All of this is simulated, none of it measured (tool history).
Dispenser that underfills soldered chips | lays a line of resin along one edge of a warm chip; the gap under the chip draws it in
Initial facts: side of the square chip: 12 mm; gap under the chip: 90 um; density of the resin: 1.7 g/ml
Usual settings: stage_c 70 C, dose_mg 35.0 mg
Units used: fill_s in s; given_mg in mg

run,day,stage_c,dose_mg,fill_s,given_mg
1,0.000,70,35.0,119.7,31.88
# day 0.188: dispensing valve cleaned and set on the balance
# day 0.217: new syringe of resin
2,0.246,70,35.0,104.6,35.04
3,0.408,70,35.0,115.8,35.02
4,0.600,70,35.0,128.1,34.78
# day 0.688: new syringe of resin
5,0.792,66,35.0,127.9,34.68
6,1.062,66,35.0,144.5,34.44
# day 1.175: new syringe of resin
7,1.300,66,35.0,128.8,34.45
8,1.500,72,35.0,114.2,34.41
# day 1.642: new syringe of resin
9,1.775,72,35.7,105.6,35.08
10,1.925,72,35.7,113.7,34.67
# day 2.108: new syringe of resin
11,2.108,68,35.7,113.4,34.68
12,2.279,68,35.7,125.1,34.41
13,2.421,68,35.7,132.9,34.65
# day 2.571: new syringe of resin
14,2.571,68,35.7,116.2,34.15
15,2.750,77,35.7,92.3,34.25
16,2.883,77,35.7,102.0,34.21
# day 3.058: new syringe of resin
17,3.067,72,40.5,99.0,38.81
18,3.221,65,37.3,137.4,35.72
19,3.438,69,38.1,130.8,36.27
# day 3.538: new syringe of resin
20,3.629,78,36.0,86.0,33.92
21,3.858,78,36.0,96.9,33.88
# day 4.025: new syringe of resin
22,4.088,78,36.0,85.4,33.98
23,4.288,66,34.7,143.1,32.55
# day 4.508: new syringe of resin
24,4.525,58,44.7,160.0,41.62
25,4.700,72,36.1,109.7,33.60
26,4.871,81,32.8,90.8,30.73
# day 4.983: new syringe of resin
27,5.150,73,44.2,106.2,40.77
# day 5.446: new syringe of resin
28,5.446,79,36.4,76.7,33.69

Forecast each of these 5 alternatives for the next run:
A,5.742,65,36.6,?,?
B,5.742,61,44.1,?,?
C,5.742,75,39.9,?,?
D,5.742,75,37.1,?,?
E,5.742,65,31.9,?,?

run,fill_s,given_mg
A,147.2,33.21
B,167.7,40.00
C,105.4,36.76
D,103.2,33.95
E,154.7,29.19
Had the tool no hidden state, the same runs would have come out as:
run,fill_s,given_mg
A,117.5,36.25
B,134.6,43.66
C,84.9,40.13
D,82.8,37.06
E,122.3,31.86
